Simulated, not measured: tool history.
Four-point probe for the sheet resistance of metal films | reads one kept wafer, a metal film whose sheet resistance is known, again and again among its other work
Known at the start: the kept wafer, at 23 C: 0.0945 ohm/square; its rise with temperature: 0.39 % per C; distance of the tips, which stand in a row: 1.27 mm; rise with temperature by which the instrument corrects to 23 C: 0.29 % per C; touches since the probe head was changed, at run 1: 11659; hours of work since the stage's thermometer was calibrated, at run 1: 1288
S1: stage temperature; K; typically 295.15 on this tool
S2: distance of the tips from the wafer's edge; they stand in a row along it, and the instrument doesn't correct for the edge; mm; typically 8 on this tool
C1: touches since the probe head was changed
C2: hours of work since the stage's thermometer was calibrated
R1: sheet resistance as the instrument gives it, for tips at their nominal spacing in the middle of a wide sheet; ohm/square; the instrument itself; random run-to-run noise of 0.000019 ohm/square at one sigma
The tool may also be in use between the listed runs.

run     day      S1  S2     C1    C2        R1
  1   0.000  295.15   8  11659  1288  0.095653
  2   0.667  295.15   8  12014  1298  0.095664
  3   1.533  302.15   8  12474  1311  0.096291
  4   2.279  302.15   8  12872  1323  0.096335
  5   2.754  302.15   8  13123  1330  0.096311
  6   3.242  302.15   8  13383  1337  0.096319
  7   3.679  302.15   8  13617  1344  0.096280
  8   4.542  302.15   8  14075  1357  0.096321
  9   5.046  302.15   8  14343  1365  0.096317
 10   5.529  302.15   8  14600  1373  0.096315
 11   5.958  302.15  26  14828  1379  0.095147
 12   6.617  292.15   5  15179  1389  0.097295
 13   7.100  301.15   8  15437  1397  0.096282
 14   7.883  301.15   8  15854  1409  0.096233
 15   8.288  301.15   8  16068  1415  0.096207
 16   9.100  301.15   8  16501  1428  0.096237
 17   9.871  294.15   5  16910  1439  0.097481
 18  10.379  300.15  33  17181  1447  0.094918
 19  11.158  305.15   6  17595  1459  0.097515
 20  11.721  305.15   6  17895  1468  0.097542
 21  12.238  301.15  40  18170  1476  0.094999
 22  12.967  301.15  40  18558  1487  0.094987

5 ways to go on from here, each from the tool as it stands after run 22. What would each give?
  A  13.404  303.15  13  18791  1494   ?
  B  13.404  303.15  24  18791  1494   ?
  C  13.404  292.15   7  18791  1494   ?
  D  13.404  295.15   3  18791  1494   ?
  E  13.404  292.15  23  18791  1494   ?

run        R1
  A  0.095612
  B  0.095270
  C  0.095745
  D  0.102660
  E  0.094319
Without the tool's hidden state the same runs would have given:
run        R1
  A  0.095614
  B  0.095273
  C  0.095747
  D  0.102663
  E  0.094321
